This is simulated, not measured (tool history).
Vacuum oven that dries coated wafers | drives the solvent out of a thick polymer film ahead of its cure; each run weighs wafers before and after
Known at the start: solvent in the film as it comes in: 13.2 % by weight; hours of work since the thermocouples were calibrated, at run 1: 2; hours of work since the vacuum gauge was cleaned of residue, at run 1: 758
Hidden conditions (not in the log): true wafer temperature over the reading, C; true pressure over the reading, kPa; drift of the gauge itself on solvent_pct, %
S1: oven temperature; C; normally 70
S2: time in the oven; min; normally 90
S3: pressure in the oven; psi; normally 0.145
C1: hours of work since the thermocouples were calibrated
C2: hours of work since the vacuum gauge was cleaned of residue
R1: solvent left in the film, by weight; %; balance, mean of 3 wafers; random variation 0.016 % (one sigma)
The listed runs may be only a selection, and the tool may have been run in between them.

run 1 day=0 | S1=70 S2=90 S3=0.145 | C1=2 C2=758 | R1=0.99
run 2 day=3.45 | S1=70 S2=90 S3=0.145 | C1=58 C2=814 | R1=1.07
run 3 day=5.417 | S1=70 S2=90 S3=0.145 | C1=90 C2=846 | R1=1.07
run 4 day=7.454 | S1=70 S2=90 S3=0.145 | C1=123 C2=879 | R1=1.06
run 5 day=10.054 | S1=70 S2=90 S3=0.145 | C1=165 C2=922 | R1=1.08
run 6 day=13.362 | S1=70 S2=90 S3=0.145 | C1=219 C2=975 | R1=1.13
run 7 day=15.746 | S1=70 S2=90 S3=0.145 | C1=258 C2=1014 | R1=1.08
run 8 day=17.992 | S1=70 S2=90 S3=0.145 | C1=295 C2=1051 | R1=1.12
run 9 day=20.438 | S1=70 S2=90 S3=0.145 | C1=335 C2=1091 | R1=1.13
run 10 day=23.862 | S1=70 S2=90 S3=0.145 | C1=390 C2=1147 | R1=1.17
run 11 day=26.246 | S1=70 S2=90 S3=0.145 | C1=429 C2=1185 | R1=1.19
run 12 day=29.429 | S1=70 S2=90 S3=0.164 | C1=481 C2=1237 | R1=1.21
run 13 day=32.35 | S1=65 S2=87 S3=0.506 | C1=529 C2=1285 | R1=2.8
run 14 day=35.35 | S1=65 S2=87 S3=0.506 | C1=577 C2=1334 | R1=2.83
run 15 day=37.408 | S1=75 S2=78 S3=0.234 | C1=611 C2=1367 | R1=1.09
run 16 day=38.996 | S1=75 S2=78 S3=0.234 | C1=637 C2=1393 | R1=1.11
run 17 day=41.925 | S1=79 S2=90 S3=0.183 | C1=685 C2=1441 | R1=0.57
run 18 day=44.758 | S1=76 S2=90 S3=0.091 | C1=731 C2=1487 | R1=0.59
run 19 day=46.729 | S1=70 S2=132 S3=0.532 | C1=763 C2=1519 | R1=1.51
run 20 day=49.983 | S1=65 S2=61 S3=0.532 | C1=816 C2=1572 | R1=4.03

Forecast each of these 3 alternatives for the next run:
run A day=53.238 | S1=73 S2=90 S3=0.145 | C1=869 C2=1625 | R1=?
run B day=53.238 | S1=65 S2=117 S3=0.46 | C1=869 C2=1625 | R1=?
run C day=53.238 | S1=70 S2=95 S3=0.278 | C1=869 C2=1625 | R1=?

run=A R1=0.96
run=B R1=2.14
run=C R1=1.44
What these runs would have given with no unlogged condition in the tool:
run=A R1=0.68
run=B R1=1.72
run=C R1=1.1
